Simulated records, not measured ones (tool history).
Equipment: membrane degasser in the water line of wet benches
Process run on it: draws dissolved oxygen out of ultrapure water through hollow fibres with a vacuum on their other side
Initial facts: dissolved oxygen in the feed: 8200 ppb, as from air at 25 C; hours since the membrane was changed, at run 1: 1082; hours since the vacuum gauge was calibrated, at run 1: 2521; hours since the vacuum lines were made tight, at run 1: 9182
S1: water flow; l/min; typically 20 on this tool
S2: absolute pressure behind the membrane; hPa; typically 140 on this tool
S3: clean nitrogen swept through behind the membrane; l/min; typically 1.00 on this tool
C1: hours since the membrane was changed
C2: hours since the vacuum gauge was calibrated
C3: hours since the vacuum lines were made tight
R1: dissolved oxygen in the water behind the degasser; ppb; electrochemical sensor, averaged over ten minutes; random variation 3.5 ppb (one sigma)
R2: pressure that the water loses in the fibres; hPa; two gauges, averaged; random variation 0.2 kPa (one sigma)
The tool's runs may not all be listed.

run,day,S1,S2,S3,C1,C2,C3,R1,R2
1,0.000,20,140,1.00,1082,2521,9182,600.2,453.5
2,2.042,20,140,1.00,1131,2570,9231,602.6,457.5
3,3.175,20,140,0.65,1159,2597,9258,793.8,457.8
4,4.362,20,140,0.65,1187,2625,9287,786.5,456.5
5,5.817,20,140,1.00,1222,2660,9322,600.3,456.1
6,7.479,20,140,1.00,1262,2700,9361,601.6,452.5
7,9.454,20,109,1.00,1309,2747,9409,479.0,458.3
8,11.088,20,109,1.00,1348,2787,9448,481.5,452.6
9,12.567,20,140,1.00,1384,2822,9483,605.7,457.0
10,14.779,20,140,1.00,1437,2875,9537,600.2,455.8
11,16.758,20,140,1.00,1485,2923,9584,596.5,458.7
12,18.542,20,140,1.00,1527,2966,9627,603.0,458.3
13,19.908,20,140,1.00,1560,2998,9660,597.9,456.7
14,21.342,25,140,0.42,1595,3033,9694,1241.2,572.0
15,23.667,25,140,0.42,1650,3089,9750,1243.5,572.8
16,25.242,20,98,1.00,1688,3126,9788,431.9,461.8
17,26.704,20,243,1.00,1723,3162,9823,990.5,457.3
18,28.904,21,85,0.86,1776,3214,9876,432.2,479.6
19,29.954,18,298,0.41,1801,3240,9901,1965.2,413.5
20,31.325,25,307,0.69,1834,3272,9934,1858.4,575.7
21,33.321,25,307,0.69,1882,3320,9982,1853.2,570.0
22,34.521,12,130,0.95,1911,3349,10010,331.0,275.0
23,35.975,20,84,1.33,1946,3384,10045,322.1,460.0
24,36.958,27,154,1.00,1969,3408,10069,903.7,612.9

3 options for the next run, each taken on its own from the tool as it stands now. Forecast them:
A,39.042,20,197,1.15,2019,3458,10119,?,?
B,39.042,16,154,0.70,2019,3458,10119,?,?
C,39.042,27,154,1.58,2019,3458,10119,?,?

run,R1,R2
A,754.8,461.7
B,663.3,369.7
C,701.6,618.0
Had the tool no hidden state, the same runs would have come out as:
run,R1,R2
A,732.1,456.8
B,642.4,365.8
C,681.7,611.4
